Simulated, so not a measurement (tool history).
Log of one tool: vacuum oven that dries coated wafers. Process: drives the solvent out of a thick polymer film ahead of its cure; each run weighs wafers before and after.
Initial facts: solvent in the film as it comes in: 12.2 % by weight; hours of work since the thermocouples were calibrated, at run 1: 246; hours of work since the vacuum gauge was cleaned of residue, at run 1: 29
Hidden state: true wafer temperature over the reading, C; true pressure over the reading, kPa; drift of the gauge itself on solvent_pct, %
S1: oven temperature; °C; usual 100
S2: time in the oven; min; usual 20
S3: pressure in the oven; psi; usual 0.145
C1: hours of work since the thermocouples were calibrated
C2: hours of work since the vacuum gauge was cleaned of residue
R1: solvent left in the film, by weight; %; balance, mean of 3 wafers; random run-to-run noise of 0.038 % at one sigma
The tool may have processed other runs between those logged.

Run 1, hour 0: usual settings; C1 246; C2 29. Result: R1 2.63 %.
Run 2, hour 7.8: usual settings; C1 250; C2 34. Result: R1 2.55 %.
Run 3, hour 15: usual settings; C1 254; C2 38. Result: R1 2.65 %.
Run 4, hour 31.3: usual settings; C1 263; C2 47. Result: R1 2.66 %.
Run 5, hour 40.9: usual settings; C1 268; C2 52. Result: R1 2.57 %.
Run 6, hour 56.8: usual settings; C1 277; C2 61. Result: R1 2.66 %.
Run 7, hour 65.1: usual settings; C1 282; C2 65. Result: R1 2.62 %.
Run 8, hour 75.1: usual settings but S1 86 °C; C1 287; C2 71. Result: R1 5.93 %.
Run 9, hour 86.9: usual settings but S2 21 min; C1 294; C2 77. Result: R1 2.47 %.
Run 10, hour 98.8: usual settings but S1 93 °C, S2 21 min; C1 300; C2 84. Result: R1 4.1 %.
Run 11, hour 114.9: usual settings but S1 103 °C; C1 309; C2 93. Result: R1 2 %.
Run 12, hour 130.5: usual settings but S1 103 °C; C1 318; C2 101. Result: R1 1.99 %.
Run 13, hour 140.1: usual settings but S1 103 °C; C1 323; C2 107. Result: R1 2.03 %.
At hour 142.7: vacuum gauge cleaned of residue and calibrated.
Run 14, hour 149.2: usual settings but S2 23 min; C1 327; C2 4. Result: R1 2.22 %.
Run 15, hour 158.6: usual settings but S3 0.11 psi; C1 332; C2 9. Result: R1 2.44 %.
Run 16, hour 168.1: usual settings; C1 338; C2 14. Result: R1 2.59 %.
Run 17, hour 182.1: usual settings; C1 345; C2 22. Result: R1 2.63 %.
Run 18, hour 192: usual settings; C1 351; C2 27. Result: R1 2.61 %.
Run 19, hour 203.9: usual settings; C1 357; C2 34. Result: R1 2.62 %.
Run 20, hour 214.6: usual settings but S1 101 °C; C1 363; C2 40. Result: R1 2.39 %.
At hour 225.9: vacuum gauge cleaned of residue and calibrated, once more.
Run 21, hour 228.9: usual settings but S1 101 °C; C1 370; C2 2. Result: R1 2.39 %.
Run 22, hour 236.3: usual settings but S1 101 °C; C1 374; C2 6. Result: R1 2.36 %.
Run 23, hour 246.7: usual settings but S1 101 °C; C1 380; C2 11. Result: R1 2.43 %.
Run 24, hour 260.6: usual settings but S1 85 °C, S3 0.151 psi; C1 388; C2 19. Result: R1 6.12 %.
Run 25, hour 267.6: usual settings but S1 97 °C, S2 11 min; C1 392; C2 23. Result: R1 5.17 %.
Run 26, hour 279.7: usual settings but S1 97 °C, S2 11 min; C1 398; C2 30. Result: R1 5.31 %.
Run 27, hour 295.5: usual settings but S1 107 °C, S2 32 min, S3 0.102 psi; C1 407; C2 38. Result: R1 0.53 %.
Run 28, hour 306.7: usual settings but S1 107 °C, S2 32 min, S3 0.102 psi; C1 413; C2 45. Result: R1 0.52 %.
Run 29, hour 317.6: usual settings but S1 107 °C, S2 32 min, S3 0.102 psi; C1 419; C2 51. Result: R1 0.53 %.
Run 30, hour 329.3: usual settings but S1 107 °C, S2 32 min, S3 0.102 psi; C1 426; C2 57. Result: R1 0.57 %.
Run 31, hour 338.9: usual settings but S1 101 °C, S3 0.2 psi; C1 431; C2 62. Result: R1 2.53 %.
Run 32, hour 352.5: usual settings but S1 96 °C; C1 438; C2 70. Result: R1 3.46 %.
Run 33, hour 364.5: usual settings but S1 97 °C, S2 16 min, S3 0.107 psi; C1 445; C2 76. Result: R1 3.86 %.
Run 34, hour 374.4: usual settings but S1 97 °C, S2 16 min, S3 0.107 psi; C1 450; C2 82. Result: R1 3.84 %.
Run 35, hour 385.3: usual settings but S2 14 min, S3 0.244 psi; C1 456; C2 88. Result: R1 4.07 %.
Run 36, hour 399.7: usual settings but S2 14 min, S3 0.244 psi; C1 464; C2 96. Result: R1 4.04 %.
Run 37, hour 412.1: usual settings but S1 87 °C, S3 0.526 psi; C1 471; C2 103. Result: R1 7.39 %.
Run 38, hour 420: usual settings but S1 106 °C; C1 475; C2 107. Result: R1 1.46 %.
Run 39, hour 427.4: usual settings but S1 106 °C; C1 480; C2 111. Result: R1 1.5 %.
Run 40, hour 441.2: usual settings but S1 104 °C, S2 15 min, S3 0.422 psi; C1 487; C2 119. Result: R1 3.52 %.
Run 41, hour 453: usual settings but S2 25 min, S3 0.074 psi; C1 494; C2 125. Result: R1 1.66 %.
Run 42, hour 466.7: usual settings but S2 25 min, S3 0.074 psi; C1 501; C2 133. Result: R1 1.66 %.
Run 43, hour 477.7: usual settings but S1 106 °C, S2 15 min; C1 507; C2 139. Result: R1 2.25 %.
Run 44, hour 492.5: usual settings but S1 106 °C, S2 15 min; C1 515; C2 147. Result: R1 2.24 %.
Run 45, hour 500: usual settings but S1 106 °C, S2 15 min; C1 519; C2 151. Result: R1 2.16 %.
Run 46, hour 511: usual settings but S1 105 °C, S2 12 min, S3 0.083 psi; C1 526; C2 157. Result: R1 2.84 %.

Hidden condition of the tool, last listed run before each entry between runs versus first listed run after:
Logged between run 13 and run 14: vacuum gauge cleaned of residue and calibrated (hour 142.7)
  true pressure over the reading, kPa: 0.023 -> 0.035
  measured less the result without the state, R1: -0.02 -> -0.01 %
Logged between run 20 and run 21: vacuum gauge cleaned of residue and calibrated, once more (hour 225.9)
  true wafer temperature over the reading, C: 0.26 -> 0.27; true pressure over the reading, kPa: 0.047 -> -0.009
  measured less the result without the state, R1: -0.03 -> -0.06 %
